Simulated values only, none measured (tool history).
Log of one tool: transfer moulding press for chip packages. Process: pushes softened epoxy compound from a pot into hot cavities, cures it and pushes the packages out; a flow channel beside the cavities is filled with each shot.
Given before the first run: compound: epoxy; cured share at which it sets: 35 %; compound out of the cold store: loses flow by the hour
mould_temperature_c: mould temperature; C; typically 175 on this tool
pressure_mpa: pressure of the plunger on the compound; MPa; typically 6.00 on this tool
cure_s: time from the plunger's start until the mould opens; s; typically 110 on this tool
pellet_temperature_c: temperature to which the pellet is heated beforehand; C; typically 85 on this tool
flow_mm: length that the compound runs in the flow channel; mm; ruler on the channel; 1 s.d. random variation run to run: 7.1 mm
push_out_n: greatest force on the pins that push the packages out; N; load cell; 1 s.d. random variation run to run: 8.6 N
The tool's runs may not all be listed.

| run | hour | mould_temperature_c | pressure_mpa | cure_s | pellet_temperature_c | incoming compound's hours out of the cold store | flow_mm | push_out_n |
|---|---|---|---|---|---|---|---|---|
| 1 | 0.0 | 175 | 6.00 | 110 | 85 | 24.9 | 792 | 559 |
| 2 | 18.7 | 175 | 6.00 | 110 | 85 | 45.4 | 719 | 570 |
| 3 | 40.0 | 175 | 6.00 | 110 | 87 | 40.0 | 744 | 439 |
| 4 | 57.9 | 175 | 6.00 | 110 | 87 | 32.9 | 760 | 461 |
| 5 | 88.6 | 175 | 5.11 | 110 | 87 | 15.8 | 799 | 566 |
| 6 | 122.8 | 175 | 5.11 | 110 | 87 | 30.3 | 740 | 549 |
| 7 | 141.7 | 175 | 6.00 | 110 | 85 | 22.3 | 827 | 438 |
| 8 | 176.0 | 175 | 6.00 | 110 | 86 | 32.1 | 785 | 489 |
| 9 | 210.4 | 175 | 6.00 | 110 | 86 | 42.9 | 733 | 538 |
| 10 | 244.9 | 179 | 6.00 | 110 | 85 | 46.1 | 712 | 347 |
| 11 | 277.2 | 175 | 4.73 | 110 | 85 | 45.2 | 649 | 458 |
| 12 | 309.0 | 175 | 4.73 | 110 | 85 | 20.5 | 715 | 552 |
| 13 | 339.3 | 175 | 4.73 | 110 | 85 | 14.8 | 736 | 582 |
| 14 | 357.3 | 181 | 5.07 | 108 | 85 | 42.1 | 647 | 343 |
| 15 | 377.8 | 182 | 5.52 | 110 | 85 | 29.9 | 739 | 379 |
| 16 | 412.4 | 175 | 6.00 | 92 | 89 | 36.7 | 768 | 654 |
| 17 | 439.4 | 175 | 6.00 | 92 | 89 | 43.9 | 745 | 689 |
| 18 | 462.6 | 175 | 4.98 | 121 | 85 | 25.4 | 745 | 540 |
| 19 | 497.1 | 175 | 6.00 | 110 | 82 | 11.3 | 863 | 497 |
| 20 | 525.8 | 175 | 6.27 | 110 | 75 | 24.4 | 810 | 538 |
| 21 | 552.7 | 175 | 6.27 | 110 | 75 | 11.7 | 869 | 563 |
| 22 | 582.7 | 175 | 6.00 | 129 | 80 | 14.3 | 825 | 350 |
| 23 | 607.2 | 175 | 6.00 | 129 | 80 | 11.1 | 839 | 426 |
| 24 | 630.6 | 175 | 5.59 | 150 | 94 | 14.1 | 801 | 452 |

Put back what was entered between runs (10 entries, withheld): which listed runs does each sit between, and how does the hidden state differ from the listed run before to the listed run after?
Runs 2 to 3: cavities cleaned with cleaning compound and waxed (hour 22.4)
  true mould temperature over the reading, C: -0.6 -> -0.61; pressure that reaches the compound, % of what is set: 91.77 -> 91.04; grip of the stained cavities, % over clean ones': 44.4 -> 15.5
  measured result minus the result with no hidden state, flow_mm: -30 -> -33 mm; push_out_n: +184 -> +66 N
Runs 4 to 5: plunger's sealing rings changed (hour 88.5)
  true mould temperature over the reading, C: -0.62 -> -0.64; pressure that reaches the compound, % of what is set: 90.32 -> 99.87; grip of the stained cavities, % over clean ones': 25.5 -> 37.3
  measured result minus the result with no hidden state, flow_mm: -38 -> +2 mm; push_out_n: +102 -> +165 N
Runs 6 to 7: cavities cleaned with cleaning compound and waxed (hour 134.8)
  true mould temperature over the reading, C: -0.66 -> -0.67; pressure that reaches the compound, % of what is set: 98.64 -> 98; grip of the stained cavities, % over clean ones': 45.4 -> 8.5
  measured result minus the result with no hidden state, flow_mm: -3 -> -6 mm; push_out_n: +181 -> +44 N
Runs 9 to 10: cavities cleaned with cleaning compound and waxed (hour 243.9)
  true mould temperature over the reading, C: -0.71 -> -0.73; pressure that reaches the compound, % of what is set: 95.65 -> 94.42; grip of the stained cavities, % over clean ones': 40.9 -> 2.3
  measured result minus the result with no hidden state, flow_mm: -14 -> -19 mm; push_out_n: +165 -> +11 N
Runs 13 to 14: cavities cleaned with cleaning compound and waxed (hour 354.0)
  pressure that reaches the compound, % of what is set: 91.1 -> 90.42; grip of the stained cavities, % over clean ones': 43.8 -> 3
  measured result minus the result with no hidden state, flow_mm: -32 -> -32 mm; push_out_n: +186 -> +13 N
Runs 14 to 15: mould's thermocouples calibrated (hour 361.8); plunger's sealing rings changed (hour 376.1)
  true mould temperature over the reading, C: -0.79 -> -0.93; pressure that reaches the compound, % of what is set: 90.42 -> 99.64; grip of the stained cavities, % over clean ones': 3 -> 15
  measured result minus the result with no hidden state, flow_mm: -32 -> +2 mm; push_out_n: +13 -> +53 N
Runs 18 to 19: cavities cleaned with cleaning compound and waxed (hour 469.3)
  true mould temperature over the reading, C: -0.99 -> -1.01; pressure that reaches the compound, % of what is set: 96.64 -> 95.41; grip of the stained cavities, % over clean ones': 46.1 -> 21.3
  measured result minus the result with no hidden state, flow_mm: -9 -> -17 mm; push_out_n: +180 -> +106 N
Runs 20 to 21: mould's thermocouples calibrated, once more (hour 533.6)
  true mould temperature over the reading, C: -1.03 -> -0.09; pressure that reaches the compound, % of what is set: 94.42 -> 93.53; grip of the stained cavities, % over clean ones': 33.9 -> 41.5
  measured result minus the result with no hidden state, flow_mm: -20 -> -29 mm; push_out_n: +152 -> +166 N
Runs 21 to 22: cavities cleaned with cleaning compound and waxed (hour 582.5)
  true mould temperature over the reading, C: -0.09 -> -0.1; pressure that reaches the compound, % of what is set: 93.53 -> 92.49; grip of the stained cavities, % over clean ones': 41.5 -> 1.7
  measured result minus the result with no hidden state, flow_mm: -29 -> -32 mm; push_out_n: +166 -> +7 N
